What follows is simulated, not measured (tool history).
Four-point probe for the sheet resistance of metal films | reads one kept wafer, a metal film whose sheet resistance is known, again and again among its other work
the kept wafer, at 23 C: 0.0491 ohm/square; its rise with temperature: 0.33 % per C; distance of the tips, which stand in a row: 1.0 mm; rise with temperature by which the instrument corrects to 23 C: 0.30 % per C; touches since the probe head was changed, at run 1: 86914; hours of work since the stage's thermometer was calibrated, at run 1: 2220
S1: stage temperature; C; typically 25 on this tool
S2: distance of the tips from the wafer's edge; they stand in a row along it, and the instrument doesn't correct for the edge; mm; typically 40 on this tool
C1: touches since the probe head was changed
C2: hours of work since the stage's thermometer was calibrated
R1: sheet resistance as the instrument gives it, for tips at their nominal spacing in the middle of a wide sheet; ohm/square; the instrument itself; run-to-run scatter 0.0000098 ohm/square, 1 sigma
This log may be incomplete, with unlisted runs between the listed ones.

{"run": 1, "hour": 0.0, "S1": 25, "S2": 40, "C1": 86914, "C2": 2220, "R1": 0.049027}
{"run": 2, "hour": 102.7, "S1": 22, "S2": 40, "C1": 88750, "C2": 2263, "R1": 0.049005}
{"run": 3, "hour": 182.3, "S1": 25, "S2": 40, "C1": 90172, "C2": 2296, "R1": 0.049017}
{"run": 4, "hour": 299.7, "S1": 25, "S2": 40, "C1": 92269, "C2": 2345, "R1": 0.049025}
{"run": 5, "hour": 354.4, "S1": 20, "S2": 40, "C1": 93248, "C2": 2368, "R1": 0.048954}
{"run": 6, "hour": 441.9, "S1": 25, "S2": 40, "C1": 94812, "C2": 2404, "R1": 0.049009}
{"run": 7, "hour": 500.0, "S1": 19, "S2": 40, "C1": 95849, "C2": 2428, "R1": 0.048925}
{"run": 8, "hour": 557.2, "S1": 24, "S2": 40, "C1": 96871, "C2": 2452, "R1": 0.049014}
{"run": 9, "hour": 645.7, "S1": 20, "S2": 40, "C1": 98453, "C2": 2489, "R1": 0.048929}
{"run": 10, "hour": 723.0, "S1": 20, "S2": 40, "C1": 99834, "C2": 2521, "R1": 0.04894}
{"run": 11, "hour": 807.3, "S1": 25, "S2": 15, "C1": 101341, "C2": 2556, "R1": 0.0491}
{"run": 12, "hour": 887.5, "S1": 25, "S2": 15, "C1": 102773, "C2": 2590, "R1": 0.049101}
{"run": 13, "hour": 981.1, "S1": 25, "S2": 40, "C1": 104446, "C2": 2629, "R1": 0.048998}
{"run": 14, "hour": 1073.7, "S1": 25, "S2": 40, "C1": 106101, "C2": 2667, "R1": 0.049002}
{"run": 15, "hour": 1167.9, "S1": 25, "S2": 40, "C1": 107784, "C2": 2706, "R1": 0.049009}
{"run": 16, "hour": 1281.7, "S1": 25, "S2": 40, "C1": 109818, "C2": 2754, "R1": 0.048987}
{"hour": 1353.9, "done": "stage's thermometer calibrated"}
{"run": 17, "hour": 1363.5, "S1": 25, "S2": 4, "C1": 111270, "C2": 4, "R1": 0.05042}
{"run": 18, "hour": 1482.1, "S1": 25, "S2": 4, "C1": 113390, "C2": 53, "R1": 0.050421}
{"run": 19, "hour": 1580.4, "S1": 25, "S2": 4, "C1": 115146, "C2": 94, "R1": 0.050412}
{"run": 20, "hour": 1663.5, "S1": 23, "S2": 20, "C1": 116631, "C2": 129, "R1": 0.048855}
{"run": 21, "hour": 1738.3, "S1": 23, "S2": 20, "C1": 117968, "C2": 160, "R1": 0.048859}
{"run": 22, "hour": 1834.5, "S1": 23, "S2": 20, "C1": 119687, "C2": 200, "R1": 0.048853}
{"run": 23, "hour": 1894.1, "S1": 23, "S2": 20, "C1": 120751, "C2": 225, "R1": 0.048868}
{"run": 24, "hour": 1967.0, "S1": 23, "S2": 20, "C1": 122054, "C2": 255, "R1": 0.048845}
{"run": 25, "hour": 2034.2, "S1": 24, "S2": 20, "C1": 123255, "C2": 283, "R1": 0.048876}
{"run": 26, "hour": 2103.7, "S1": 24, "S2": 24, "C1": 124497, "C2": 312, "R1": 0.048857}
{"run": 27, "hour": 2190.3, "S1": 24, "S2": 24, "C1": 126045, "C2": 348, "R1": 0.048837}
{"hour": 2256.2, "done": "new probe head fitted"}
{"run": 28, "hour": 2310.1, "S1": 21, "S2": 9, "C1": 962, "C2": 398, "R1": 0.049387}
{"run": 29, "hour": 2363.7, "S1": 21, "S2": 9, "C1": 1920, "C2": 420, "R1": 0.04938}
{"run": 30, "hour": 2425.4, "S1": 25, "S2": 38, "C1": 3023, "C2": 446, "R1": 0.049122}
{"run": 31, "hour": 2500.7, "S1": 24, "S2": 3, "C1": 4368, "C2": 477, "R1": 0.051856}
{"run": 32, "hour": 2622.7, "S1": 19, "S2": 10, "C1": 6548, "C2": 528, "R1": 0.049279}
{"run": 33, "hour": 2674.2, "S1": 32, "S2": 44, "C1": 7468, "C2": 549, "R1": 0.049217}
{"run": 34, "hour": 2736.3, "S1": 32, "S2": 44, "C1": 8578, "C2": 575, "R1": 0.049211}
{"run": 35, "hour": 2821.1, "S1": 32, "S2": 17, "C1": 10093, "C2": 610, "R1": 0.04928}

Predict each of these 3 candidate next runs independently; none follows another, all start after run 35:
{"run": "A", "hour": 2911.4, "S1": 27, "S2": 7, "C1": 11707, "C2": 648, "R1": "?"}
{"run": "B", "hour": 2911.4, "S1": 22, "S2": 16, "C1": 11707, "C2": 648, "R1": "?"}
{"run": "C", "hour": 2911.4, "S1": 24, "S2": 38, "C1": 11707, "C2": 648, "R1": "?"}

run=A R1=0.049651
run=B R1=0.049142
run=C R1=0.049104
Without the tool's hidden state the same runs would have given:
run=A R1=0.049683
run=B R1=0.049172
run=C R1=0.049134
